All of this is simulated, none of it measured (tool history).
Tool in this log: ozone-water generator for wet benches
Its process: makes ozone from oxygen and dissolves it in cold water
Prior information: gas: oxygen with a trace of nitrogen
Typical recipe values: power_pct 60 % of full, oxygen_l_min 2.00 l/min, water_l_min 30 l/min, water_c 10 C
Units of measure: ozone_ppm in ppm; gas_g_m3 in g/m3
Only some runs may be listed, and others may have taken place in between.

| run | hour | power_pct | oxygen_l_min | water_l_min | water_c | ozone_ppm | gas_g_m3 |
|---|---|---|---|---|---|---|---|
| 1 | 0.0 | 60 | 2.00 | 30 | 10 | 7.1 | 155.6 |
| 2 | 131.2 | 60 | 2.00 | 30 | 17 | 6.6 | 152.0 |
| 3 | 250.2 | 60 | 2.00 | 33 | 17 | 5.8 | 152.4 |
|  | 272.8 | contactor cleaned |
| 4 | 345.9 | 60 | 1.70 | 30 | 10 | 7.0 | 168.8 |
| 5 | 520.2 | 60 | 1.70 | 30 | 10 | 6.8 | 167.5 |
| 6 | 630.5 | 60 | 1.70 | 30 | 10 | 6.8 | 166.6 |
|  | 776.0 | water thermometer calibrated |
| 7 | 825.1 | 60 | 1.95 | 30 | 10 | 6.8 | 150.7 |
| 8 | 956.7 | 60 | 1.95 | 30 | 10 | 6.7 | 149.5 |
| 9 | 1145.2 | 60 | 2.00 | 26 | 10 | 7.9 | 147.1 |
| 10 | 1339.6 | 60 | 2.00 | 26 | 10 | 7.6 | 145.1 |
| 11 | 1507.7 | 60 | 2.00 | 26 | 10 | 7.7 | 143.4 |
| 12 | 1702.1 | 60 | 2.00 | 26 | 10 | 7.4 | 141.1 |
| 13 | 1795.0 | 60 | 2.00 | 26 | 10 | 7.4 | 142.2 |
| 14 | 1995.6 | 60 | 2.00 | 30 | 10 | 6.3 | 139.7 |
| 15 | 2136.2 | 60 | 2.00 | 30 | 10 | 6.3 | 138.7 |
| 16 | 2266.6 | 60 | 2.00 | 30 | 10 | 6.1 | 137.8 |
| 17 | 2411.3 | 60 | 2.00 | 35 | 10 | 5.2 | 136.2 |
| 18 | 2520.6 | 55 | 3.52 | 46 | 12 | 4.1 | 89.9 |
|  | 2560.1 | contactor cleaned |
| 19 | 2617.8 | 82 | 3.08 | 46 | 14 | 4.9 | 113.5 |
| 20 | 2746.0 | 80 | 1.28 | 30 | 5 | 6.5 | 201.7 |
| 21 | 2840.6 | 60 | 2.00 | 33 | 10 | 5.7 | 133.0 |
| 22 | 2960.6 | 60 | 2.00 | 33 | 18 | 5.4 | 132.8 |
| 23 | 3119.9 | 60 | 2.00 | 33 | 18 | 5.3 | 130.7 |
| 24 | 3233.5 | 60 | 2.00 | 42 | 10 | 4.3 | 128.9 |
| 25 | 3347.9 | 60 | 2.86 | 23 | 10 | 8.3 | 101.1 |
| 26 | 3499.6 | 60 | 2.86 | 21 | 10 | 8.6 | 100.0 |
|  | 3553.8 | electrodes of the discharge changed |
| 27 | 3679.3 | 42 | 2.86 | 21 | 14 | 9.5 | 112.6 |
| 28 | 3812.0 | 68 | 1.11 | 20 | 17 | 11.0 | 276.3 |
| 29 | 3995.8 | 83 | 2.00 | 46 | 10 | 6.1 | 202.0 |
| 30 | 4096.2 | 83 | 2.00 | 46 | 10 | 5.7 | 203.3 |
| 31 | 4234.9 | 50 | 1.19 | 30 | 11 | 6.3 | 219.3 |

Each row is a separate what-if for the run after 31, all from the same tool condition, not one after another. Results?
| A | 4417.9 | 60 | 1.50 | 42 | 10 | ? | ? |
| B | 4417.9 | 60 | 1.11 | 30 | 10 | ? | ? |
| C | 4417.9 | 98 | 1.19 | 30 | 11 | ? | ? |

| run | ozone_ppm | gas_g_m3 |
|---|---|---|
| A | 5.1 | 207.4 |
| B | 6.7 | 251.4 |
| C | 8.8 | 305.3 |
Without the tool's unlogged condition, the same runs would have read:
| run | ozone_ppm | gas_g_m3 |
|---|---|---|
| A | 5.4 | 213.4 |
| B | 7.1 | 258.6 |
| C | 9.5 | 316.6 |
